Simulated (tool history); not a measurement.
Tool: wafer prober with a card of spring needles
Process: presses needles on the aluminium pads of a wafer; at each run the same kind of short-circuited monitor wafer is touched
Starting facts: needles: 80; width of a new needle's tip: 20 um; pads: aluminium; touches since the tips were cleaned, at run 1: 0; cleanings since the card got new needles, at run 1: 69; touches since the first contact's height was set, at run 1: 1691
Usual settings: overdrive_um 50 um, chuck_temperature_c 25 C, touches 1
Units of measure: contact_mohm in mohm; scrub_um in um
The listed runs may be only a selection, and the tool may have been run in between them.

run    hour  overdrive_um  chuck_temperature_c  touches  touches since the tips were cleaned  cleanings since the card got new needles  touches since the first contact's height was set  contact_mohm  scrub_um
  1       0            50                   25        1                                    0                                        69                                              1691           210         9
       17.9  -- tips cleaned on abrasive film
       39.8  -- tips cleaned on abrasive film
       61.9  -- tips cleaned on abrasive film
  2    65.5            50                   25        1                                 1665                                        72                                             32056           319         9
       83.4  -- tips cleaned on abrasive film
      105.7  -- tips cleaned on abrasive film
      127.8  -- tips cleaned on abrasive film
  3   140.9            50                   25        1                                 6089                                        75                                             67063           440      9.01
      149.8  -- tips cleaned on abrasive film
      171.1  -- tips cleaned on abrasive film
      192.6  -- tips cleaned on abrasive film
      214.6  -- tips cleaned on abrasive film
  4     230            50                   25        1                                 7197                                        79                                            108398           451       8.9
      234.6  -- tips cleaned on abrasive film
        256  -- tips cleaned on abrasive film
      273.9  -- tips cleaned on abrasive film
  5   278.5            50                   25        1                                 2148                                        82                                            130858           396      8.89
        292  -- tips cleaned on abrasive film
      309.9  -- tips cleaned on abrasive film
      331.9  -- tips cleaned on abrasive film
  6   332.6            50                   25        1                                  306                                        85                                            155915           232      8.79
      350.5  -- tips cleaned on abrasive film
      359.7  -- height of the first contact set anew
      368.7  -- tips cleaned on abrasive film
      386.6  -- tips cleaned on abrasive film
  7   387.5            50                   25        1                                  439                                        88                                             12882           248      9.03
      405.4  -- tips cleaned on abrasive film
      427.6  -- tips cleaned on abrasive film
      445.5  -- tips cleaned on abrasive film
      467.3  -- tips cleaned on abrasive film
  8   470.9            50                   25        1                                 1679                                        92                                             51536           329      8.99
      488.8  -- tips cleaned on abrasive film
      510.4  -- tips cleaned on abrasive film
      531.5  -- tips cleaned on abrasive film
  9   542.7            50                   25        1                                 5222                                        95                                             84843           446      8.86
      550.9  -- tips cleaned on abrasive film
      573.2  -- tips cleaned on abrasive film
      595.4  -- tips cleaned on abrasive film
      617.8  -- tips cleaned on abrasive film
 10   626.3            67                   25        1                                 4001                                        99                                            123638           330      11.9
        639  -- tips cleaned on abrasive film
      656.9  -- tips cleaned on abrasive film
      678.2  -- tips cleaned on abrasive film
      699.5  -- tips cleaned on abrasive film
 11   706.9            50                   25        1                                 3444                                       103                                            161000           415      8.81
      720.4  -- tips cleaned on abrasive film
      720.7  -- height of the first contact set anew
        743  -- tips cleaned on abrasive film
 12   756.6            50                   25        1                                 6305                                       105                                             16674           459      9.01
      761.1  -- tips cleaned on abrasive film
      782.9  -- tips cleaned on abrasive film
      805.1  -- tips cleaned on abrasive film
        823  -- tips cleaned on abrasive film
 13   833.8            50                   25        1                                 5045                                       109                                             52481           438         9
      842.8  -- tips cleaned on abrasive film
      863.7  -- tips cleaned on abrasive film
      885.7  -- tips cleaned on abrasive film
      908.1  -- tips cleaned on abrasive film
 14     919            50                   25        1                                 5062                                       113                                             91969           462      8.93
      927.1  -- tips cleaned on abrasive film
      948.8  -- tips cleaned on abrasive film
        969  -- tips cleaned on abrasive film
 15     969            50                   25        1                                    0                                       116                                            115153           206      8.89
      991.2  -- tips cleaned on abrasive film
 16  1006.2            30                   61        3                                 6986                                       117                                            132424           488      5.28
     1010.7  -- tips cleaned on abrasive film
     1032.8  -- tips cleaned on abrasive film
     1054.9  -- tips cleaned on abrasive film
     1073.1  -- tips cleaned on abrasive film
 17  1073.1            30                   61        3                                    0                                       121                                            163421           219      5.21
     1082.3  -- height of the first contact set anew
     1095.7  -- tips cleaned on abrasive film
       1117  -- tips cleaned on abrasive film
     1137.8  -- tips cleaned on abrasive film
 18  1137.8            35                   45        1                                    0                                       124                                             25749           228      6.29
     1158.3  -- tips cleaned on abrasive film
     1180.6  -- tips cleaned on abrasive film
     1202.5  -- tips cleaned on abrasive film
 19  1209.7            35                   45        1                                 3349                                       127                                             59085           657      6.26
     1223.1  -- tips cleaned on abrasive film
     1244.9  -- tips cleaned on abrasive film
     1267.3  -- tips cleaned on abrasive film
 20  1281.4            50                   41        3                                 6567                                       130                                             92354           285      8.93
     1285.9  -- tips cleaned on abrasive film
     1308.3  -- tips cleaned on abrasive film
     1330.5  -- tips cleaned on abrasive film
 21  1339.7            40                  116        2                                 4304                                       133                                            119388           433      7.09
     1348.7  -- tips cleaned on abrasive film
     1370.8  -- tips cleaned on abrasive film
     1393.1  -- tips cleaned on abrasive film
 22  1398.2            38                  114        1                                 2378                                       136                                            146515           584      6.69
     1411.7  -- tips cleaned on abrasive film
       1434  -- tips cleaned on abrasive film
     1442.4  -- height of the first contact set anew
 23  1442.4            62                   61        1                                 3756                                       138                                                 0           352     11.19
     1455.6  -- tips cleaned on abrasive film
     1473.5  -- tips cleaned on abrasive film
     1494.2  -- tips cleaned on abrasive film
 24  1494.2            50                   28        3                                    0                                       141                                             24011           190      9.02
     1516.4  -- tips cleaned on abrasive film
     1538.4  -- tips cleaned on abrasive film
 25  1549.5            50                   28        3                                 5167                                       143                                             49657           283      8.97
     1557.8  -- tips cleaned on abrasive film
     1580.2  -- tips cleaned on abrasive film
     1602.5  -- tips cleaned on abrasive film
 26  1619.4            30                   94        2                                 7874                                       146                                             82113           677       5.3
       1624  -- tips cleaned on abrasive film
     1646.3  -- tips cleaned on abrasive film
 27  1656.1            42                   55        1                                 4539                                       148                                             99094           567      7.49
       1665  -- tips cleaned on abrasive film
     1687.4  -- tips cleaned on abrasive film
 28  1696.4            41                   25        1                                 4216                                       150                                            117824           634      7.24

Branching from run 28: 4 alternative next runs. What would each branch give?
     1705.4  -- tips cleaned on abrasive film
     1727.7  -- tips cleaned on abrasive film
  A  1741.2            41                  117        3                                 6283                                       152                                            138593             ?         ?
     1705.4  -- tips cleaned on abrasive film
     1727.7  -- tips cleaned on abrasive film
  B  1741.2            41                   75        1                                 6283                                       152                                            138593             ?         ?
     1705.4  -- tips cleaned on abrasive film
     1727.7  -- tips cleaned on abrasive film
  C  1741.2            41                   25        2                                 6283                                       152                                            138593             ?         ?
     1705.4  -- tips cleaned on abrasive film
     1727.7  -- tips cleaned on abrasive film
  D  1741.2            41                   41        1                                 6283                                       152                                            138593             ?         ?

run  contact_mohm  scrub_um
  A           350      7.24
  B           627      7.19
  C           455      7.22
  D           633      7.25
With no hidden state in the tool, these same runs would have given:
run  contact_mohm  scrub_um
  A           199      7.44
  B           189      7.39
  C           176      7.42
  D           179      7.45
